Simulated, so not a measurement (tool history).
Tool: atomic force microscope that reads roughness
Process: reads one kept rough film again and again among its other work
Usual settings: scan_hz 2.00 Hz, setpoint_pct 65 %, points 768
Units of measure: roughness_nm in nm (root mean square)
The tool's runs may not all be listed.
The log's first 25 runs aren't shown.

| run | hour | scan_hz | setpoint_pct | points | roughness_nm |
|---|---|---|---|---|---|
| 26 | 793.6 | 2.00 | 65 | 768 | 1.856 |
|  | 804.7 | new tip fitted |
| 27 | 822.8 | 1.25 | 76 | 680 | 1.970 |
| 28 | 840.3 | 1.14 | 67 | 911 | 2.037 |
| 29 | 860.5 | 1.46 | 76 | 911 | 1.907 |
| 30 | 882.9 | 2.78 | 87 | 507 | 1.467 |
| 31 | 917.2 | 1.58 | 61 | 315 | 1.929 |
|  | 935.4 | new tip fitted |
| 32 | 941.5 | 2.01 | 65 | 610 | 2.014 |
| 33 | 964.6 | 2.01 | 63 | 969 | 2.002 |
| 34 | 1000.1 | 2.00 | 77 | 432 | 1.792 |
| 35 | 1033.9 | 2.00 | 77 | 432 | 1.750 |
|  | 1064.4 | new tip fitted |
| 36 | 1064.4 | 0.85 | 62 | 700 | 2.135 |
| 37 | 1083.8 | 0.56 | 68 | 360 | 2.109 |
| 38 | 1113.7 | 0.70 | 63 | 768 | 2.081 |
| 39 | 1149.1 | 0.53 | 90 | 768 | 1.908 |
| 40 | 1167.4 | 0.89 | 61 | 799 | 1.989 |
| 41 | 1190.7 | 0.89 | 61 | 799 | 1.974 |
|  | 1193.4 | new tip fitted |
| 42 | 1228.5 | 0.89 | 61 | 799 | 2.100 |
| 43 | 1257.3 | 0.89 | 61 | 799 | 2.051 |
| 44 | 1283.2 | 2.91 | 58 | 899 | 1.926 |
| 45 | 1319.4 | 0.74 | 57 | 768 | 1.997 |
|  | 1323.5 | new tip fitted |
| 46 | 1343.2 | 0.60 | 57 | 336 | 2.142 |
| 47 | 1366.5 | 2.00 | 61 | 294 | 1.982 |

Run 48, settings as shown, results not yet in. Your forecast:
| 48 | 1393.2 | 2.00 | 61 | 294 | ? |

For run 48 the tool returned roughness_nm 1.963 nm (root mean square).
If the tool had no hidden condition, the same run with the same run-to-run variation would have returned roughness_nm 2.027 nm (root mean square).

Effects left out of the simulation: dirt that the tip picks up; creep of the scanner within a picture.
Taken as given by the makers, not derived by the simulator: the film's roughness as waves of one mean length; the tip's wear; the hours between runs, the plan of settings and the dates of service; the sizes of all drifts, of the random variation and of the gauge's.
